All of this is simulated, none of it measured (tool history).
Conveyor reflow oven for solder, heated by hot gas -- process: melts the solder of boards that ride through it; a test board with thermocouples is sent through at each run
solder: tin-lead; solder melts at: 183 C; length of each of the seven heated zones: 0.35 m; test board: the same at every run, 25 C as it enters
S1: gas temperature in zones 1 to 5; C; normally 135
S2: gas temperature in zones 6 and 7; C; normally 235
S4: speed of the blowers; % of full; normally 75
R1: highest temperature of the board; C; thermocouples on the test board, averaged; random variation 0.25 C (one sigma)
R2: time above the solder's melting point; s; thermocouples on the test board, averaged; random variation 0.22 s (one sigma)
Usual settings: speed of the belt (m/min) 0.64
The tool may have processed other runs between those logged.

run 1 day=0 | S1=135 S2=235 speed_of_the_belt_(m/min)=0.64 S4=75 | R1=215.4 R2=47.5
run 2 day=2.408 | S1=135 S2=235 speed_of_the_belt_(m/min)=0.64 S4=75 | R1=215.2 R2=46.8
run 3 day=6.329 | S1=135 S2=235 speed_of_the_belt_(m/min)=0.64 S4=75 | R1=214.8 R2=45.9
run 4 day=10.262 | S1=135 S2=235 speed_of_the_belt_(m/min)=0.656 S4=75 | R1=213.4 R2=43.7
-- day=11.138 flux residue cleaned out of gas plates and filters
run 5 day=13.792 | S1=135 S2=235 speed_of_the_belt_(m/min)=0.656 S4=75 | R1=211.9 R2=42.7
-- day=14.946 thermocouples of zones 6 and 7 changed
run 6 day=16.396 | S1=135 S2=235 speed_of_the_belt_(m/min)=0.656 S4=54 | R1=201.9 R2=30.9
-- day=18.071 belt drive overhauled, speed set with a stopwatch
run 7 day=19.562 | S1=135 S2=235 speed_of_the_belt_(m/min)=0.64 S4=75 | R1=209.7 R2=41.1
run 8 day=23.071 | S1=135 S2=235 speed_of_the_belt_(m/min)=0.64 S4=75 | R1=209.5 R2=40.8
-- day=25.283 flux residue cleaned out of gas plates and filters, once more
run 9 day=25.283 | S1=135 S2=235 speed_of_the_belt_(m/min)=0.64 S4=75 | R1=215.8 R2=46.7
run 10 day=27.117 | S1=133 S2=235 speed_of_the_belt_(m/min)=0.64 S4=75 | R1=215.2 R2=45.9
run 11 day=30.921 | S1=135 S2=235 speed_of_the_belt_(m/min)=0.64 S4=75 | R1=215 R2=46.3
run 12 day=33.262 | S1=123 S2=235 speed_of_the_belt_(m/min)=0.64 S4=75 | R1=212.5 R2=41.1
run 13 day=37.304 | S1=123 S2=235 speed_of_the_belt_(m/min)=0.64 S4=75 | R1=211.8 R2=40.8
run 14 day=39.8 | S1=123 S2=235 speed_of_the_belt_(m/min)=0.64 S4=75 | R1=211.3 R2=40.1
run 15 day=41.529 | S1=123 S2=235 speed_of_the_belt_(m/min)=0.64 S4=75 | R1=210.7 R2=40.3
run 16 day=44.862 | S1=135 S2=235 speed_of_the_belt_(m/min)=0.64 S4=52 | R1=203.9 R2=34.4
run 17 day=46.596 | S1=135 S2=243 speed_of_the_belt_(m/min)=0.69 S4=75 | R1=216.6 R2=43.3
-- day=47.488 flux residue cleaned out of gas plates and filters
run 18 day=50.433 | S1=135 S2=243 speed_of_the_belt_(m/min)=0.69 S4=75 | R1=219.5 R2=45.9
run 19 day=54.362 | S1=125 S2=249 speed_of_the_belt_(m/min)=0.629 S4=53 | R1=215.1 R2=44
run 20 day=57.254 | S1=143 S2=235 speed_of_the_belt_(m/min)=0.521 S4=74 | R1=222.8 R2=67.4
run 21 day=60.996 | S1=135 S2=235 speed_of_the_belt_(m/min)=0.577 S4=75 | R1=218.6 R2=55.1
run 22 day=64.092 | S1=125 S2=223 speed_of_the_belt_(m/min)=0.719 S4=84 | R1=201 R2=26.9
run 23 day=68.233 | S1=131 S2=249 speed_of_the_belt_(m/min)=0.7 S4=75 | R1=221.1 R2=44.8
-- day=69.746 flux residue cleaned out of gas plates and filters
run 24 day=70.758 | S1=135 S2=235 speed_of_the_belt_(m/min)=0.64 S4=59 | R1=210.4 R2=42.7
run 25 day=73.758 | S1=135 S2=235 speed_of_the_belt_(m/min)=0.64 S4=59 | R1=210.1 R2=41.8
run 26 day=76.971 | S1=135 S2=235 speed_of_the_belt_(m/min)=0.64 S4=59 | R1=209.7 R2=41.7

What does the tool deliver on the next run?
-- day=79.204 thermocouples of zones 6 and 7 changed
run 27 day=79.221 | S1=141 S2=228 speed_of_the_belt_(m/min)=0.64 S4=71 | R1=? R2=?

Run 27 yielded R1 209 C, R2 43.8 s.
If the tool had no hidden condition, the same run with the same run-to-run variation would have returned R1 209.6 C, R2 43.7 s.
